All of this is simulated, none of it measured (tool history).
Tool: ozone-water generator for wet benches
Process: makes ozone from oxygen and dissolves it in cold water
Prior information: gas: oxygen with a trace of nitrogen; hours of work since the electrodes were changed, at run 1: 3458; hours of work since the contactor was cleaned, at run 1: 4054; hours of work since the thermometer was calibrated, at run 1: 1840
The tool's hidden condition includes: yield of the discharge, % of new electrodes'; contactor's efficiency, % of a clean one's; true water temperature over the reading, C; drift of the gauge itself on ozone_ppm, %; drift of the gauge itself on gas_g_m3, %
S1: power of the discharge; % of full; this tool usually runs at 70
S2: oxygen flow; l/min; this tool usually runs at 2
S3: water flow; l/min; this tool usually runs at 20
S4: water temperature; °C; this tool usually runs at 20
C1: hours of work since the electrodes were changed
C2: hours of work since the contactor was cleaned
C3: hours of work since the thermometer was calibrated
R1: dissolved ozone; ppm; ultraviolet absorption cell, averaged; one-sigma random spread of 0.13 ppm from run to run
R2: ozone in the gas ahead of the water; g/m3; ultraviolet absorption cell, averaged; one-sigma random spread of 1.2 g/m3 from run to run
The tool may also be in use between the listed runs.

{"run": 1, "hour": 0.0, "S1": 70, "S2": 2, "S3": 20, "S4": 20, "C1": 3458, "C2": 4054, "C3": 1840, "R1": 13.2, "R2": 228.8}
{"run": 2, "hour": 160.4, "S1": 70, "S2": 2, "S3": 20, "S4": 20, "C1": 3577, "C2": 4173, "C3": 1959, "R1": 12.9, "R2": 228}
{"run": 3, "hour": 282.3, "S1": 70, "S2": 1.13, "S3": 20, "S4": 20, "C1": 3667, "C2": 4263, "C3": 2049, "R1": 11.3, "R2": 302.5}
{"run": 4, "hour": 372.2, "S1": 70, "S2": 2, "S3": 20, "S4": 20, "C1": 3734, "C2": 4330, "C3": 2116, "R1": 13.4, "R2": 227.7}
{"run": 5, "hour": 522.0, "S1": 70, "S2": 2, "S3": 20, "S4": 20, "C1": 3845, "C2": 4441, "C3": 2227, "R1": 13.3, "R2": 228.5}
{"run": 6, "hour": 662.7, "S1": 70, "S2": 2, "S3": 20, "S4": 20, "C1": 3949, "C2": 4546, "C3": 2332, "R1": 13.1, "R2": 225.7}
{"run": 7, "hour": 834.6, "S1": 70, "S2": 2, "S3": 20, "S4": 20, "C1": 4077, "C2": 4673, "C3": 2459, "R1": 13.3, "R2": 229.4}
{"run": 8, "hour": 1005.4, "S1": 44, "S2": 2, "S3": 20, "S4": 20, "C1": 4204, "C2": 4800, "C3": 2586, "R1": 9.9, "R2": 172.2}
{"run": 9, "hour": 1182.6, "S1": 44, "S2": 2, "S3": 20, "S4": 20, "C1": 4335, "C2": 4931, "C3": 2717, "R1": 9.9, "R2": 172}
{"run": 10, "hour": 1350.5, "S1": 70, "S2": 2, "S3": 16, "S4": 20, "C1": 4460, "C2": 5056, "C3": 2842, "R1": 16.8, "R2": 227.7}
{"run": 11, "hour": 1446.6, "S1": 70, "S2": 2, "S3": 16, "S4": 20, "C1": 4531, "C2": 5127, "C3": 2913, "R1": 16.7, "R2": 229}
{"run": 12, "hour": 1599.7, "S1": 70, "S2": 2, "S3": 23, "S4": 20, "C1": 4645, "C2": 5241, "C3": 3027, "R1": 11.3, "R2": 227.5}
{"run": 13, "hour": 1719.2, "S1": 70, "S2": 2, "S3": 23, "S4": 20, "C1": 4733, "C2": 5329, "C3": 3115, "R1": 11.4, "R2": 227.9}
{"run": 14, "hour": 1889.3, "S1": 70, "S2": 2, "S3": 23, "S4": 20, "C1": 4859, "C2": 5456, "C3": 3241, "R1": 11.3, "R2": 229.8}
{"hour": 2044.2, "done": "contactor cleaned"}
{"run": 15, "hour": 2052.9, "S1": 72, "S2": 2, "S3": 20, "S4": 20, "C1": 4978, "C2": 6, "C3": 3360, "R1": 13.5, "R2": 232.6}
{"hour": 2068.9, "done": "water thermometer calibrated"}
{"run": 16, "hour": 2153.6, "S1": 72, "S2": 2, "S3": 20, "S4": 20, "C1": 5052, "C2": 81, "C3": 63, "R1": 13.4, "R2": 230.7}
{"run": 17, "hour": 2260.3, "S1": 72, "S2": 2, "S3": 20, "S4": 20, "C1": 5131, "C2": 160, "C3": 142, "R1": 13.4, "R2": 232.6}
{"run": 18, "hour": 2428.5, "S1": 72, "S2": 2, "S3": 30, "S4": 19, "C1": 5256, "C2": 285, "C3": 267, "R1": 8.3, "R2": 233.3}
{"run": 19, "hour": 2589.9, "S1": 50, "S2": 1.69, "S3": 14, "S4": 20, "C1": 5376, "C2": 404, "C3": 386, "R1": 15, "R2": 204.7}
{"run": 20, "hour": 2681.8, "S1": 62, "S2": 1.69, "S3": 14, "S4": 18, "C1": 5444, "C2": 473, "C3": 455, "R1": 17.2, "R2": 231.8}
{"run": 21, "hour": 2818.4, "S1": 49, "S2": 2, "S3": 13, "S4": 20, "C1": 5545, "C2": 574, "C3": 556, "R1": 16.4, "R2": 183.2}
{"run": 22, "hour": 2965.2, "S1": 49, "S2": 2, "S3": 13, "S4": 20, "C1": 5654, "C2": 683, "C3": 665, "R1": 16.2, "R2": 185.8}
{"run": 23, "hour": 3110.9, "S1": 49, "S2": 2, "S3": 13, "S4": 20, "C1": 5762, "C2": 791, "C3": 773, "R1": 16.4, "R2": 182}
{"run": 24, "hour": 3208.5, "S1": 64, "S2": 3.21, "S3": 20, "S4": 21, "C1": 5835, "C2": 863, "C3": 845, "R1": 13.5, "R2": 168.3}
{"run": 25, "hour": 3367.4, "S1": 64, "S2": 1.07, "S3": 14, "S4": 21, "C1": 5953, "C2": 981, "C3": 963, "R1": 15.5, "R2": 296.5}
{"run": 26, "hour": 3465.0, "S1": 70, "S2": 1.81, "S3": 22, "S4": 20, "C1": 6025, "C2": 1054, "C3": 1036, "R1": 11.4, "R2": 242.8}
{"run": 27, "hour": 3596.7, "S1": 96, "S2": 3.45, "S3": 25, "S4": 28, "C1": 6123, "C2": 1151, "C3": 1133, "R1": 12.9, "R2": 207.7}
{"run": 28, "hour": 3692.7, "S1": 56, "S2": 3.45, "S3": 13, "S4": 18, "C1": 6194, "C2": 1223, "C3": 1205, "R1": 18.7, "R2": 150.4}
{"run": 29, "hour": 3827.5, "S1": 88, "S2": 2.92, "S3": 26, "S4": 18, "C1": 6294, "C2": 1323, "C3": 1305, "R1": 12.7, "R2": 216.1}
{"run": 30, "hour": 3907.7, "S1": 70, "S2": 1.85, "S3": 17, "S4": 20, "C1": 6353, "C2": 1382, "C3": 1364, "R1": 15.3, "R2": 234.7}
{"run": 31, "hour": 4005.3, "S1": 70, "S2": 1.85, "S3": 17, "S4": 20, "C1": 6426, "C2": 1454, "C3": 1437, "R1": 15.5, "R2": 237.3}
{"run": 32, "hour": 4126.8, "S1": 70, "S2": 2, "S3": 20, "S4": 18, "C1": 6516, "C2": 1545, "C3": 1527, "R1": 13.4, "R2": 230.5}

Entry by entry between the runs, the difference in hidden state between the last listed run before and the first listed run after:
Logged between run 14 and run 15: contactor cleaned (hour 2044.2)
  contactor's efficiency, % of a clean one's: 99.9 -> 100
Logged between run 15 and run 16: water thermometer calibrated (hour 2068.9)
  no difference in the tool's unlogged condition between these two runs
